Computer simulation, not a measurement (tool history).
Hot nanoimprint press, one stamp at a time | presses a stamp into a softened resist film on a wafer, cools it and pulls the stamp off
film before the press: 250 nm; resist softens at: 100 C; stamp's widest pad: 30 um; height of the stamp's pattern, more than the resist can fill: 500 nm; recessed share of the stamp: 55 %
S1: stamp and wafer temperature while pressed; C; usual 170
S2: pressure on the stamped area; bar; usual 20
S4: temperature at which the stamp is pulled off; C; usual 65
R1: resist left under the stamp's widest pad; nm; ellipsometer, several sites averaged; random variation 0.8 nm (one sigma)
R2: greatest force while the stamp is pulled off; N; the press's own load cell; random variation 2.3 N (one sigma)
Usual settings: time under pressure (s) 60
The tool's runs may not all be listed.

Run 1, hour 0: usual settings. Result: R1 102.3 nm, R2 110 N.
At hour 36.3: stamp cleaned and given a new release coat.
Run 2, hour 50.6: usual settings but S2 17.7 bar. Result: R1 107.2 nm, R2 99 N.
Run 3, hour 75: usual settings but time under pressure (s) 87. Result: R1 86.8 nm, R2 101 N.
Run 4, hour 107.4: usual settings but time under pressure (s) 87. Result: R1 87.3 nm, R2 106 N.
Run 5, hour 131.2: usual settings. Result: R1 100.1 nm, R2 111 N.
Run 6, hour 166.9: usual settings. Result: R1 101.7 nm, R2 108 N.
Run 7, hour 192.5: usual settings. Result: R1 99.6 nm, R2 115 N.
Run 8, hour 230.3: usual settings. Result: R1 100.2 nm, R2 113 N.
Run 9, hour 280.7: usual settings but S4 71 C. Result: R1 99.3 nm, R2 109 N.
At hour 295.8: stamp cleaned and given a new release coat.
Run 10, hour 338.9: usual settings. Result: R1 98.6 nm, R2 102 N.
Run 11, hour 381.7: usual settings but S1 164 C. Result: R1 133.3 nm, R2 103 N.
Run 12, hour 407.5: usual settings but S1 164 C, time under pressure (s) 76. Result: R1 122.1 nm, R2 108 N.
At hour 415.4: plate thermocouple calibrated.
Run 13, hour 434: usual settings but S2 26.9 bar. Result: R1 81.6 nm, R2 110 N.
Run 14, hour 486.3: usual settings but time under pressure (s) 90, S4 70 C. Result: R1 81.6 nm, R2 115 N.
Run 15, hour 510.5: usual settings but time under pressure (s) 90, S4 70 C. Result: R1 80.3 nm, R2 112 N.
At hour 559.7: stamp cleaned and given a new release coat.
Run 16, hour 560.3: usual settings but S2 20.7 bar, time under pressure (s) 54, S4 50 C. Result: R1 97.7 nm, R2 108 N.
At hour 582.1: plate thermocouple calibrated, once more.
Run 17, hour 606.5: usual settings but time under pressure (s) 109. Result: R1 83.6 nm, R2 104 N.
Run 18, hour 638.3: usual settings but S1 182 C, S2 12.4 bar, time under pressure (s) 61. Result: R1 72.9 nm, R2 105 N.
Run 19, hour 680: usual settings but time under pressure (s) 114. Result: R1 82.6 nm, R2 111 N.
Run 20, hour 703.4: usual settings but S1 176 C, S2 16.1 bar, time under pressure (s) 62. Result: R1 84.7 nm, R2 114 N.
Run 21, hour 747.8: usual settings but time under pressure (s) 85, S4 59 C. Result: R1 91.6 nm, R2 120 N.
Run 22, hour 793.8: usual settings. Result: R1 105 nm, R2 121 N.
At hour 821.3: stamp cleaned and given a new release coat.
Run 23, hour 831.7: usual settings but S1 172 C, S2 15 bar. Result: R1 108.5 nm, R2 102 N.
Run 24, hour 860.7: usual settings but S1 176 C, S2 15 bar, S4 52 C. Result: R1 87 nm, R2 108 N.

Forecast each of these 4 alternatives for the next run:
Run A, hour 912.9: usual settings but S1 176 C, S2 15 bar, time under pressure (s) 82, S4 66 C. Result: R1 ?, R2 ?.
Run B, hour 912.9: usual settings but S1 158 C. Result: R1 ?, R2 ?.
Run C, hour 912.9: usual settings but S1 166 C, S2 19.3 bar. Result: R1 ?, R2 ?.
Run D, hour 912.9: usual settings but time under pressure (s) 43. Result: R1 ?, R2 ?.

run     R1   R2
  A   77.7  106
  B  181.9  101
  C  130.4  105
  D  117.4  109
Without the tool's hidden state the same runs would have given:
run     R1   R2
  A   78.1   99
  B  182.3   95
  C  130.6   98
  D  117.4  103
